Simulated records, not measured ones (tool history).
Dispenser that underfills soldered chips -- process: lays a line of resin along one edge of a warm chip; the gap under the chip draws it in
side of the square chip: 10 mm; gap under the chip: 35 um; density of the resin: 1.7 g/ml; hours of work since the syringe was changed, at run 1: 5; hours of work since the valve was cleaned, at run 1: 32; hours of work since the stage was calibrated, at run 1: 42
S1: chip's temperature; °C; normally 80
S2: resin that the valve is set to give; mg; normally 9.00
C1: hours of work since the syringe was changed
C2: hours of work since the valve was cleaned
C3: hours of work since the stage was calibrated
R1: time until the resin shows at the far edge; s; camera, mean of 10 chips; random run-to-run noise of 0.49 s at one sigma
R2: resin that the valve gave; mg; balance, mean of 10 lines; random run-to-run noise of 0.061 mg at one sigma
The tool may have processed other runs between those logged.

{"run": 1, "hour": 0.0, "S1": 80, "S2": 9.0, "C1": 5, "C2": 32, "C3": 42, "R1": 56.9, "R2": 8.73}
{"hour": 2.3, "done": "new syringe of resin"}
{"run": 2, "hour": 6.3, "S1": 80, "S2": 9.0, "C1": 3, "C2": 36, "C3": 47, "R1": 48.2, "R2": 8.9}
{"hour": 11.3, "done": "new syringe of resin"}
{"run": 3, "hour": 13.2, "S1": 80, "S2": 9.0, "C1": 1, "C2": 41, "C3": 51, "R1": 42.6, "R2": 8.85}
{"run": 4, "hour": 19.0, "S1": 80, "S2": 9.0, "C1": 6, "C2": 46, "C3": 56, "R1": 59.2, "R2": 8.77}
{"hour": 19.9, "done": "new syringe of resin"}
{"run": 5, "hour": 24.5, "S1": 67, "S2": 9.0, "C1": 3, "C2": 49, "C3": 60, "R1": 98.3, "R2": 8.7}
{"hour": 28.6, "done": "new syringe of resin"}
{"run": 6, "hour": 31.8, "S1": 73, "S2": 9.0, "C1": 2, "C2": 55, "C3": 65, "R1": 65.3, "R2": 8.79}
{"hour": 37.4, "done": "new syringe of resin"}
{"run": 7, "hour": 38.4, "S1": 80, "S2": 9.0, "C1": 1, "C2": 59, "C3": 69, "R1": 39.2, "R2": 8.67}
{"run": 8, "hour": 42.2, "S1": 80, "S2": 9.0, "C1": 4, "C2": 62, "C3": 72, "R1": 48.4, "R2": 8.73}
{"hour": 46.2, "done": "new syringe of resin"}
{"run": 9, "hour": 49.3, "S1": 80, "S2": 9.0, "C1": 2, "C2": 67, "C3": 77, "R1": 46.1, "R2": 8.77}
{"run": 10, "hour": 53.8, "S1": 80, "S2": 9.0, "C1": 6, "C2": 70, "C3": 80, "R1": 59.5, "R2": 8.72}
{"hour": 54.9, "done": "new syringe of resin"}
{"run": 11, "hour": 60.5, "S1": 82, "S2": 9.0, "C1": 4, "C2": 75, "C3": 85, "R1": 47.9, "R2": 8.65}
{"hour": 63.6, "done": "new syringe of resin"}
{"run": 12, "hour": 64.4, "S1": 82, "S2": 9.0, "C1": 1, "C2": 78, "C3": 88, "R1": 36.3, "R2": 8.87}
{"run": 13, "hour": 70.8, "S1": 80, "S2": 9.0, "C1": 5, "C2": 82, "C3": 93, "R1": 58.9, "R2": 8.62}
{"hour": 72.3, "done": "new syringe of resin"}
{"run": 14, "hour": 76.6, "S1": 80, "S2": 9.0, "C1": 3, "C2": 87, "C3": 97, "R1": 49.1, "R2": 8.67}
{"hour": 81.0, "done": "new syringe of resin"}
{"run": 15, "hour": 84.0, "S1": 80, "S2": 9.0, "C1": 2, "C2": 92, "C3": 102, "R1": 44.7, "R2": 8.65}
{"hour": 89.7, "done": "new syringe of resin"}
{"run": 16, "hour": 90.6, "S1": 80, "S2": 9.0, "C1": 1, "C2": 96, "C3": 107, "R1": 39.6, "R2": 8.61}
{"hour": 93.7, "done": "dispensing valve cleaned and set on the balance"}
{"run": 17, "hour": 98.3, "S1": 80, "S2": 9.0, "C1": 6, "C2": 3, "C3": 112, "R1": 58.7, "R2": 8.92}
{"hour": 99.6, "done": "new syringe of resin"}
{"run": 18, "hour": 102.8, "S1": 80, "S2": 9.0, "C1": 2, "C2": 6, "C3": 115, "R1": 45.6, "R2": 8.92}
{"run": 19, "hour": 106.8, "S1": 80, "S2": 9.0, "C1": 5, "C2": 9, "C3": 118, "R1": 56.8, "R2": 8.93}
{"hour": 108.3, "done": "new syringe of resin"}
{"run": 20, "hour": 112.7, "S1": 80, "S2": 9.0, "C1": 3, "C2": 14, "C3": 122, "R1": 49.4, "R2": 8.94}
{"run": 21, "hour": 116.3, "S1": 85, "S2": 8.84, "C1": 6, "C2": 16, "C3": 124, "R1": 47.2, "R2": 8.8}
{"hour": 117.3, "done": "new syringe of resin"}
{"run": 22, "hour": 121.0, "S1": 91, "S2": 8.09, "C1": 3, "C2": 19, "C3": 128, "R1": 27.9, "R2": 7.99}
{"hour": 126.4, "done": "new syringe of resin"}
{"run": 23, "hour": 128.1, "S1": 91, "S2": 8.09, "C1": 1, "C2": 24, "C3": 133, "R1": 24.9, "R2": 8.06}
{"run": 24, "hour": 134.2, "S1": 75, "S2": 8.37, "C1": 6, "C2": 29, "C3": 137, "R1": 76.2, "R2": 8.24}
{"hour": 135.0, "done": "new syringe of resin"}
{"run": 25, "hour": 139.6, "S1": 89, "S2": 7.65, "C1": 3, "C2": 33, "C3": 141, "R1": 33.8, "R2": 7.46}
{"hour": 143.7, "done": "new syringe of resin"}
{"run": 26, "hour": 144.3, "S1": 80, "S2": 8.27, "C1": 0, "C2": 36, "C3": 144, "R1": 39.9, "R2": 8.13}
{"run": 27, "hour": 147.8, "S1": 84, "S2": 11.6, "C1": 3, "C2": 38, "C3": 147, "R1": 37.6, "R2": 11.35}
{"run": 28, "hour": 151.7, "S1": 84, "S2": 11.6, "C1": 6, "C2": 41, "C3": 150, "R1": 49.0, "R2": 11.33}
{"hour": 152.7, "done": "new syringe of resin"}
{"run": 29, "hour": 158.5, "S1": 90, "S2": 8.94, "C1": 4, "C2": 46, "C3": 154, "R1": 33.7, "R2": 8.84}
{"hour": 161.4, "done": "new syringe of resin"}
{"run": 30, "hour": 164.7, "S1": 71, "S2": 11.63, "C1": 2, "C2": 51, "C3": 159, "R1": 71.6, "R2": 11.28}
{"hour": 170.3, "done": "new syringe of resin"}
{"run": 31, "hour": 171.1, "S1": 71, "S2": 11.63, "C1": 1, "C2": 55, "C3": 163, "R1": 60.4, "R2": 11.25}
{"run": 32, "hour": 178.1, "S1": 89, "S2": 7.94, "C1": 6, "C2": 60, "C3": 168, "R1": 39.6, "R2": 7.63}
{"hour": 178.9, "done": "new syringe of resin"}
{"run": 33, "hour": 182.7, "S1": 79, "S2": 9.4, "C1": 3, "C2": 63, "C3": 171, "R1": 49.0, "R2": 9.12}
{"run": 34, "hour": 187.1, "S1": 79, "S2": 9.4, "C1": 6, "C2": 67, "C3": 175, "R1": 63.0, "R2": 9.12}
{"hour": 187.7, "done": "new syringe of resin"}
{"run": 35, "hour": 193.9, "S1": 75, "S2": 8.45, "C1": 5, "C2": 71, "C3": 179, "R1": 69.9, "R2": 8.22}
{"hour": 196.5, "done": "new syringe of resin"}
{"run": 36, "hour": 199.5, "S1": 82, "S2": 10.01, "C1": 2, "C2": 75, "C3": 183, "R1": 40.4, "R2": 9.59}
{"hour": 205.1, "done": "new syringe of resin"}
{"run": 37, "hour": 206.3, "S1": 68, "S2": 8.78, "C1": 1, "C2": 80, "C3": 188, "R1": 73.2, "R2": 8.35}

Forecast each of these 3 alternatives for the next run:
{"run": "A", "hour": 210.7, "S1": 93, "S2": 9.42, "C1": 4, "C2": 83, "C3": 191, "R1": "?", "R2": "?"}
{"run": "B", "hour": 210.7, "S1": 75, "S2": 8.22, "C1": 4, "C2": 83, "C3": 191, "R1": "?", "R2": "?"}
{"run": "C", "hour": 210.7, "S1": 66, "S2": 8.84, "C1": 4, "C2": 83, "C3": 191, "R1": "?", "R2": "?"}

run=A R1=27.7 R2=9.16
run=B R1=67.2 R2=7.89
run=C R1=104.3 R2=8.59
Had the tool no hidden state, the same runs would have come out as:
run=A R1=20.8 R2=9.54
run=B R1=50.7 R2=8.22
run=C R1=78.8 R2=8.95
